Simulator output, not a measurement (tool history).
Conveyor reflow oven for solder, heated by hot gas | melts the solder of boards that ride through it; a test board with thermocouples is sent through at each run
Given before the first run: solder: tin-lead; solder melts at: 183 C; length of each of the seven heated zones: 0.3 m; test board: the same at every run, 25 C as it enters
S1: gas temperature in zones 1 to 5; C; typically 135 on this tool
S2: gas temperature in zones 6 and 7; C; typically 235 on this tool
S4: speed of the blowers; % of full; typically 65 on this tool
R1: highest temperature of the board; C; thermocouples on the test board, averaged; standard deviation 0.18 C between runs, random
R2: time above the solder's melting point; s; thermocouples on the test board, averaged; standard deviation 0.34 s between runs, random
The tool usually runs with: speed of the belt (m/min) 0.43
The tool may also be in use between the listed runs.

{"run": 1, "day": 0.0, "S1": 135, "S2": 235, "speed of the belt (m/min)": 0.43, "S4": 65, "R1": 217.7, "R2": 62}
{"run": 2, "day": 0.933, "S1": 142, "S2": 235, "speed of the belt (m/min)": 0.43, "S4": 65, "R1": 219.1, "R2": 65.6}
{"run": 3, "day": 1.846, "S1": 142, "S2": 235, "speed of the belt (m/min)": 0.43, "S4": 65, "R1": 219.1, "R2": 65.1}
{"run": 4, "day": 3.117, "S1": 135, "S2": 235, "speed of the belt (m/min)": 0.43, "S4": 65, "R1": 217.6, "R2": 61.5}
{"day": 3.846, "done": "flux residue cleaned out of gas plates and filters"}
{"run": 5, "day": 4.521, "S1": 135, "S2": 235, "speed of the belt (m/min)": 0.43, "S4": 65, "R1": 219.4, "R2": 63.7}
{"run": 6, "day": 5.6, "S1": 135, "S2": 235, "speed of the belt (m/min)": 0.43, "S4": 65, "R1": 219.4, "R2": 63.2}
{"run": 7, "day": 6.458, "S1": 143, "S2": 235, "speed of the belt (m/min)": 0.43, "S4": 65, "R1": 220.7, "R2": 66.8}
{"run": 8, "day": 7.338, "S1": 137, "S2": 243, "speed of the belt (m/min)": 0.376, "S4": 63, "R1": 230.7, "R2": 82.9}
{"run": 9, "day": 8.117, "S1": 136, "S2": 235, "speed of the belt (m/min)": 0.436, "S4": 86, "R1": 224.2, "R2": 67}
{"run": 10, "day": 9.342, "S1": 133, "S2": 234, "speed of the belt (m/min)": 0.43, "S4": 65, "R1": 218, "R2": 61.5}
{"run": 11, "day": 10.117, "S1": 133, "S2": 234, "speed of the belt (m/min)": 0.43, "S4": 65, "R1": 217.8, "R2": 61.4}

Estimate the outcome of run 12 from the log above:
{"run": 12, "day": 11.042, "S1": 125, "S2": 235, "speed of the belt (m/min)": 0.399, "S4": 82, "R1": "?", "R2": "?"}

Run 12 gave R1 224.2 C, R2 69.7 s.
With the hidden condition absent and the run-to-run variation left alone, this run would have shown R1 223.4 C, R2 69 s.
